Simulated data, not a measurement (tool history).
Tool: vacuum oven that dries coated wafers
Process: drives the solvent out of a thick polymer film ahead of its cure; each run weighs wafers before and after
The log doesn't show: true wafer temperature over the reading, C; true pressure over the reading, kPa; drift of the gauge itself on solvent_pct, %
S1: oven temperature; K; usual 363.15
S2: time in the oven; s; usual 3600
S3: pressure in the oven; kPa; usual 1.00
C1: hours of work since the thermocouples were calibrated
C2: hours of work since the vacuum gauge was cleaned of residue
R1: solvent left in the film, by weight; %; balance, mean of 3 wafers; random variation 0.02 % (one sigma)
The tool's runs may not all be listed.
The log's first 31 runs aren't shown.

Run 32, hour 324.2: usual settings but S1 365.15 K, S2 3420 s, S3 1.33 kPa; C1 153; C2 260. Result: R1 0.93 %.
Run 33, hour 337.2: usual settings but S1 357.15 K; C1 159; C2 266. Result: R1 1.58 %.
Run 34, hour 346.4: usual settings but S1 356.15 K, S2 3720 s, S3 1.55 kPa; C1 163; C2 269. Result: R1 1.76 %.
Run 35, hour 357.3: usual settings but S1 373.15 K, S2 3720 s, S3 1.55 kPa; C1 167; C2 274. Result: R1 0.38 %.
Run 36, hour 365.9: usual settings but S1 366.15 K; C1 171; C2 278. Result: R1 0.69 %.
Run 37, hour 372.3: usual settings but S1 366.15 K; C1 173; C2 280. Result: R1 0.69 %.
Run 38, hour 382.3: usual settings but S1 367.15 K, S2 3780 s, S3 1.45 kPa; C1 178; C2 284. Result: R1 0.67 %.
Run 39, hour 391.5: usual settings but S1 367.15 K, S2 4740 s, S3 0.64 kPa; C1 181; C2 288. Result: R1 0.33 %.
Run 40, hour 398.7: usual settings but S1 367.15 K, S2 3780 s, S3 2.64 kPa; C1 184; C2 291. Result: R1 0.83 %.
Run 41, hour 407.8: usual settings but S1 377.15 K, S2 1920 s, S3 2.53 kPa; C1 188; C2 295. Result: R1 1.28 %.
Run 42, hour 414.2: usual settings but S1 351.15 K, S2 2940 s, S3 1.52 kPa; C1 191; C2 298. Result: R1 3.45 %.
Run 43, hour 424.5: usual settings but S1 369.15 K, S3 1.93 kPa; C1 195; C2 302. Result: R1 0.64 %.
Run 44, hour 431.7: usual settings but S1 369.15 K, S3 1.93 kPa; C1 198; C2 305. Result: R1 0.65 %.
Run 45, hour 441.2: usual settings but S1 369.15 K, S3 1.93 kPa; C1 202; C2 309. Result: R1 0.65 %.
Run 46, hour 448.3: usual settings but S1 354.15 K, S2 2880 s, S3 1.37 kPa; C1 205; C2 312. Result: R1 2.93 %.

3 ways to go on from here, each from the tool as it stands after run 46. What would each give?
Run A, hour 455.5: usual settings but S2 3300 s, S3 2.45 kPa; C1 208; C2 315. Result: R1 ?.
Run B, hour 455.5: usual settings but S2 5880 s; C1 208; C2 315. Result: R1 ?.
Run C, hour 455.5: usual settings but S1 354.15 K, S2 2880 s, S3 2.23 kPa; C1 208; C2 315. Result: R1 ?.

run    R1
  A  1.40
  B  0.30
  C  3.15
Without the tool's hidden state the same runs would have given:
run    R1
  A  1.44
  B  0.30
  C  3.23
